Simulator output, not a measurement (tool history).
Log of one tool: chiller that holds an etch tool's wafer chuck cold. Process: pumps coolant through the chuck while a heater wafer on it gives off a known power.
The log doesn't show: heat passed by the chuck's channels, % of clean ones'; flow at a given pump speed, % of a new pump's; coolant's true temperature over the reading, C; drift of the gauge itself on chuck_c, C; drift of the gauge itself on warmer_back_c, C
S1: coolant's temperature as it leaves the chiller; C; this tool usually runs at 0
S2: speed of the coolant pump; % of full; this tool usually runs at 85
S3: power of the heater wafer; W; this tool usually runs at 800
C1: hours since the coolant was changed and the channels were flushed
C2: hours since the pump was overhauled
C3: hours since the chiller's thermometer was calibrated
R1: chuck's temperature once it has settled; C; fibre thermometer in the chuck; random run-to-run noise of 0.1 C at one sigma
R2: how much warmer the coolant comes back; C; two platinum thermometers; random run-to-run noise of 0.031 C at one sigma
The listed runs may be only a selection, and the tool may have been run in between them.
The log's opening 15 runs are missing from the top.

run	hour	S1	S2	S3	C1	C2	C3	R1	R2
16	410.5	0	85	800	4859	1335	453	5.6	2.05
17	441.9	-10	70	678	4890	1367	485	-4.2	2.19
18	468.3	-10	70	678	4917	1393	511	-4.2	2.1
19	485.1	-6	85	800	4934	1410	528	-0.3	2.02
20	503.9	-6	85	800	4952	1429	547	-0.1	1.99
21	544	-2	68	604	4993	1469	587	3.2	1.89
22	575.9	-2	68	604	5024	1501	619	3.2	1.85
23	609.8	-2	68	604	5058	1534	653	3.2	1.83
# hour 616.4: gauge calibrated
24	641	-1	68	604	5090	1566	684	4.3	2.21
25	679.4	0	85	800	5128	1604	722	5.8	2.25
26	716.1	0	85	1024	5165	1641	759	7.3	2.86
27	748.4	0	80	556	5197	1673	791	4	1.62
28	774.7	-7	68	483	5223	1699	818	-2.9	1.7
29	813.4	-3	68	799	5262	1738	856	3.7	2.84
30	843.1	0	85	644	5292	1768	886	4.6	1.7
# hour 879: coolant changed, channels flushed
31	879.2	-3	80	509	0	1798	916	0.8	1.38

Forecast each of these 4 alternatives for the next run:
A	910.2	9	94	800	31	1829	947	?	?
B	910.2	-3	80	880	31	1829	947	?	?
C	910.2	-3	80	712	31	1829	947	?	?
D	910.2	-2	80	509	31	1829	947	?	?

run	R1	R2
A	14.2	1.83
B	3.5	2.6
C	2.1	2.05
D	1.8	1.36
With the hidden condition removed and each run's random variation left untouched, the same runs would have given:
run	R1	R2
A	14.2	2.02
B	3.4	2.79
C	2.1	2.23
D	1.8	1.55

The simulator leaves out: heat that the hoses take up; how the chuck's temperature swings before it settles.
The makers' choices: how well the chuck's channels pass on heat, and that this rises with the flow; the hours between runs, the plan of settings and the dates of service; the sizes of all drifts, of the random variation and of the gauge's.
